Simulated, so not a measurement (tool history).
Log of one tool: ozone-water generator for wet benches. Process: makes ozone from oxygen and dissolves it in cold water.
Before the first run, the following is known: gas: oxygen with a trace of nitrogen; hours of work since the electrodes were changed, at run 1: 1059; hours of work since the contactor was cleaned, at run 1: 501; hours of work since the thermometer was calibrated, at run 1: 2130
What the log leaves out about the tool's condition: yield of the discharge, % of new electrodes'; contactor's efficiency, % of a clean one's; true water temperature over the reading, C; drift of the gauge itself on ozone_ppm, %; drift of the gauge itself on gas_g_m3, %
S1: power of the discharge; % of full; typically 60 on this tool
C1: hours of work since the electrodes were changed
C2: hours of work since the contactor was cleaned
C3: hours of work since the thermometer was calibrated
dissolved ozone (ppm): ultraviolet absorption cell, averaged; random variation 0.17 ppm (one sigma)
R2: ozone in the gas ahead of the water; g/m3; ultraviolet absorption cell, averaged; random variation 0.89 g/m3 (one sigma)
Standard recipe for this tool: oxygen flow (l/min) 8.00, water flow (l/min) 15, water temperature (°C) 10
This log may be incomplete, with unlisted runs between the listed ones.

run 1 day=0.000 | S1=60 oxygen_flow_(l/min)=8.00 water_flow_(l/min)=15 water_temperature_(°C)=10 | C1=1059 C2=501 C3=2130 | dissolved_ozone_(ppm)=21.9 R2=145.0
run 2 day=2.146 | S1=60 oxygen_flow_(l/min)=8.00 water_flow_(l/min)=15 water_temperature_(°C)=10 | C1=1106 C2=548 C3=2177 | dissolved_ozone_(ppm)=21.8 R2=144.0
run 3 day=4.762 | S1=60 oxygen_flow_(l/min)=8.00 water_flow_(l/min)=15 water_temperature_(°C)=10 | C1=1163 C2=605 C3=2233 | dissolved_ozone_(ppm)=21.8 R2=144.8
run 4 day=6.321 | S1=60 oxygen_flow_(l/min)=8.00 water_flow_(l/min)=15 water_temperature_(°C)=10 | C1=1197 C2=639 C3=2267 | dissolved_ozone_(ppm)=21.9 R2=144.9
run 5 day=7.733 | S1=60 oxygen_flow_(l/min)=8.00 water_flow_(l/min)=15 water_temperature_(°C)=10 | C1=1228 C2=669 C3=2298 | dissolved_ozone_(ppm)=21.6 R2=144.0
run 6 day=10.867 | S1=60 oxygen_flow_(l/min)=8.00 water_flow_(l/min)=15 water_temperature_(°C)=10 | C1=1296 C2=738 C3=2366 | dissolved_ozone_(ppm)=21.6 R2=144.9
run 7 day=14.021 | S1=60 oxygen_flow_(l/min)=8.00 water_flow_(l/min)=15 water_temperature_(°C)=10 | C1=1364 C2=806 C3=2435 | dissolved_ozone_(ppm)=21.2 R2=144.2
run 8 day=16.833 | S1=60 oxygen_flow_(l/min)=8.00 water_flow_(l/min)=15 water_temperature_(°C)=10 | C1=1425 C2=867 C3=2496 | dissolved_ozone_(ppm)=21.8 R2=142.8
run 9 day=18.204 | S1=60 oxygen_flow_(l/min)=8.00 water_flow_(l/min)=15 water_temperature_(°C)=10 | C1=1455 C2=897 C3=2526 | dissolved_ozone_(ppm)=21.7 R2=143.1
run 10 day=20.121 | S1=60 oxygen_flow_(l/min)=8.00 water_flow_(l/min)=15 water_temperature_(°C)=10 | C1=1497 C2=939 C3=2567 | dissolved_ozone_(ppm)=21.4 R2=143.6
run 11 day=21.662 | S1=60 oxygen_flow_(l/min)=8.00 water_flow_(l/min)=15 water_temperature_(°C)=10 | C1=1530 C2=972 C3=2601 | dissolved_ozone_(ppm)=21.8 R2=143.2
run 12 day=24.583 | S1=60 oxygen_flow_(l/min)=8.00 water_flow_(l/min)=15 water_temperature_(°C)=10 | C1=1594 C2=1036 C3=2664 | dissolved_ozone_(ppm)=21.3 R2=144.2
run 13 day=25.996 | S1=60 oxygen_flow_(l/min)=8.00 water_flow_(l/min)=15 water_temperature_(°C)=10 | C1=1625 C2=1067 C3=2695 | dissolved_ozone_(ppm)=21.5 R2=143.2
run 14 day=27.562 | S1=60 oxygen_flow_(l/min)=14.06 water_flow_(l/min)=20 water_temperature_(°C)=9 | C1=1659 C2=1101 C3=2729 | dissolved_ozone_(ppm)=15.5 R2=98.0
run 15 day=29.754 | S1=60 oxygen_flow_(l/min)=8.00 water_flow_(l/min)=15 water_temperature_(°C)=12 | C1=1706 C2=1148 C3=2777 | dissolved_ozone_(ppm)=20.6 R2=143.1
run 16 day=31.200 | S1=60 oxygen_flow_(l/min)=8.00 water_flow_(l/min)=15 water_temperature_(°C)=12 | C1=1738 C2=1180 C3=2808 | dissolved_ozone_(ppm)=20.4 R2=142.3
run 17 day=33.483 | S1=60 oxygen_flow_(l/min)=8.00 water_flow_(l/min)=19 water_temperature_(°C)=10 | C1=1787 C2=1229 C3=2858 | dissolved_ozone_(ppm)=17.9 R2=142.8
run 18 day=35.296 | S1=60 oxygen_flow_(l/min)=8.00 water_flow_(l/min)=19 water_temperature_(°C)=10 | C1=1827 C2=1269 C3=2897 | dissolved_ozone_(ppm)=18.1 R2=143.6
run 19 day=37.412 | S1=44 oxygen_flow_(l/min)=6.65 water_flow_(l/min)=9 water_temperature_(°C)=15 | C1=1873 C2=1315 C3=2943 | dissolved_ozone_(ppm)=22.3 R2=130.6
run 20 day=39.658 | S1=64 oxygen_flow_(l/min)=8.00 water_flow_(l/min)=15 water_temperature_(°C)=10 | C1=1922 C2=1364 C3=2992 | dissolved_ozone_(ppm)=22.0 R2=149.5
run 21 day=42.450 | S1=64 oxygen_flow_(l/min)=8.00 water_flow_(l/min)=15 water_temperature_(°C)=10 | C1=1982 C2=1424 C3=3053 | dissolved_ozone_(ppm)=22.3 R2=147.4
run 22 day=44.171 | S1=64 oxygen_flow_(l/min)=8.00 water_flow_(l/min)=15 water_temperature_(°C)=10 | C1=2020 C2=1462 C3=3090 | dissolved_ozone_(ppm)=22.3 R2=148.5
run 23 day=46.071 | S1=64 oxygen_flow_(l/min)=8.75 water_flow_(l/min)=15 water_temperature_(°C)=16 | C1=2061 C2=1503 C3=3132 | dissolved_ozone_(ppm)=19.6 R2=140.2
run 24 day=49.133 | S1=84 oxygen_flow_(l/min)=10.54 water_flow_(l/min)=18 water_temperature_(°C)=9 | C1=2128 C2=1570 C3=3198 | dissolved_ozone_(ppm)=21.9 R2=146.9
run 25 day=50.642 | S1=46 oxygen_flow_(l/min)=10.54 water_flow_(l/min)=10 water_temperature_(°C)=9 | C1=2161 C2=1602 C3=3231 | dissolved_ozone_(ppm)=21.0 R2=98.9
run 26 day=52.796 | S1=46 oxygen_flow_(l/min)=10.54 water_flow_(l/min)=10 water_temperature_(°C)=9 | C1=2207 C2=1649 C3=3278 | dissolved_ozone_(ppm)=21.0 R2=98.4

Consider 4 possible next runs. They are alternatives, not a sequence: every one starts from the tool as it was left by run 26. What does each give?
run A day=56.075 | S1=57 oxygen_flow_(l/min)=8.00 water_flow_(l/min)=16 water_temperature_(°C)=6 | C1=2279 C2=1721 C3=3349 | dissolved_ozone_(ppm)=? R2=?
run B day=56.075 | S1=54 oxygen_flow_(l/min)=8.00 water_flow_(l/min)=21 water_temperature_(°C)=10 | C1=2279 C2=1721 C3=3349 | dissolved_ozone_(ppm)=? R2=?
run C day=56.075 | S1=49 oxygen_flow_(l/min)=10.54 water_flow_(l/min)=10 water_temperature_(°C)=9 | C1=2279 C2=1721 C3=3349 | dissolved_ozone_(ppm)=? R2=?
run D day=56.075 | S1=46 oxygen_flow_(l/min)=5.39 water_flow_(l/min)=23 water_temperature_(°C)=11 | C1=2279 C2=1721 C3=3349 | dissolved_ozone_(ppm)=? R2=?

run=A dissolved_ozone_(ppm)=20.8 R2=134.7
run=B dissolved_ozone_(ppm)=15.6 R2=131.4
run=C dissolved_ozone_(ppm)=21.9 R2=101.4
run=D dissolved_ozone_(ppm)=13.0 R2=153.2
Take away the tool's hidden state, keep each run's random variation, and the runs would have read:
run=A dissolved_ozone_(ppm)=22.1 R2=141.1
run=B dissolved_ozone_(ppm)=16.5 R2=137.4
run=C dissolved_ozone_(ppm)=23.1 R2=105.6
run=D dissolved_ozone_(ppm)=13.7 R2=159.3
